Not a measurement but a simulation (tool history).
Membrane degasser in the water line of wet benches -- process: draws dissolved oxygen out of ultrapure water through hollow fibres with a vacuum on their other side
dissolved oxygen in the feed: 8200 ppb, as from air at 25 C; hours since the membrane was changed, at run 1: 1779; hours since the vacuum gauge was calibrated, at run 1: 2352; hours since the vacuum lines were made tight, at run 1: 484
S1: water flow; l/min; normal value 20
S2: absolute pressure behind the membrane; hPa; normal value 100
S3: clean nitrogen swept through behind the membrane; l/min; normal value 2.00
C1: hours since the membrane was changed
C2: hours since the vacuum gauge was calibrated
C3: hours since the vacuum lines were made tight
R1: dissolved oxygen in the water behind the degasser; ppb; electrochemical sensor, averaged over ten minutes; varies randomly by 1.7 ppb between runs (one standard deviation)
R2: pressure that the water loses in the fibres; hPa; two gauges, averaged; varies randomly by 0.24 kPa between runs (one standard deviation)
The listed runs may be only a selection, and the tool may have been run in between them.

run	hour	S1	S2	S3	C1	C2	C3	R1	R2
1	0.0	20	100	2.00	1779	2352	484	167.9	612.0
2	169.6	20	100	2.00	1948	2521	654	171.1	610.8
3	360.1	20	100	2.00	2139	2712	844	172.4	613.6
4	558.2	20	100	2.00	2337	2910	1042	170.6	615.2
5	752.7	20	100	2.00	2531	3105	1237	168.1	610.5
6	894.1	26	100	2.00	2673	3246	1378	231.4	799.4
7	1078.7	26	100	2.00	2857	3431	1563	227.6	800.4
8	1197.0	26	100	2.00	2976	3549	1681	227.8	798.1
9	1285.9	20	100	2.00	3065	3638	1770	170.8	608.4
10	1428.7	20	100	2.00	3207	3781	1913	171.2	618.2
11	1628.0	13	100	1.30	3407	3980	2112	160.6	395.0
12	1819.6	14	67	3.67	3598	4171	2304	36.0	428.6
13	1945.4	14	233	1.15	3724	4297	2430	545.1	429.0
14	2137.7	14	89	3.60	3916	4490	2622	58.8	430.7
15	2278.8	15	248	3.88	4058	4631	2763	205.6	463.5
16	2454.3	20	203	2.00	4233	4806	2938	403.7	608.0
17	2597.6	19	203	2.00	4376	4949	3082	376.5	579.6

Consider 4 possible next runs. They are alternatives, not a sequence: every one starts from the tool as it was left by run 17. What does each give?
A	2684.9	20	158	2.00	4464	5037	3169	?	?
B	2684.9	16	100	2.13	4464	5037	3169	?	?
C	2684.9	18	162	1.13	4464	5037	3169	?	?
D	2684.9	13	138	3.78	4464	5037	3169	?	?

run	R1	R2
A	300.7	617.9
B	127.3	485.9
C	458.5	552.4
D	91.7	398.5
What these runs would have given with no unlogged condition in the tool:
run	R1	R2
A	300.4	617.3
B	127.1	485.4
C	458.0	551.8
D	91.5	398.0

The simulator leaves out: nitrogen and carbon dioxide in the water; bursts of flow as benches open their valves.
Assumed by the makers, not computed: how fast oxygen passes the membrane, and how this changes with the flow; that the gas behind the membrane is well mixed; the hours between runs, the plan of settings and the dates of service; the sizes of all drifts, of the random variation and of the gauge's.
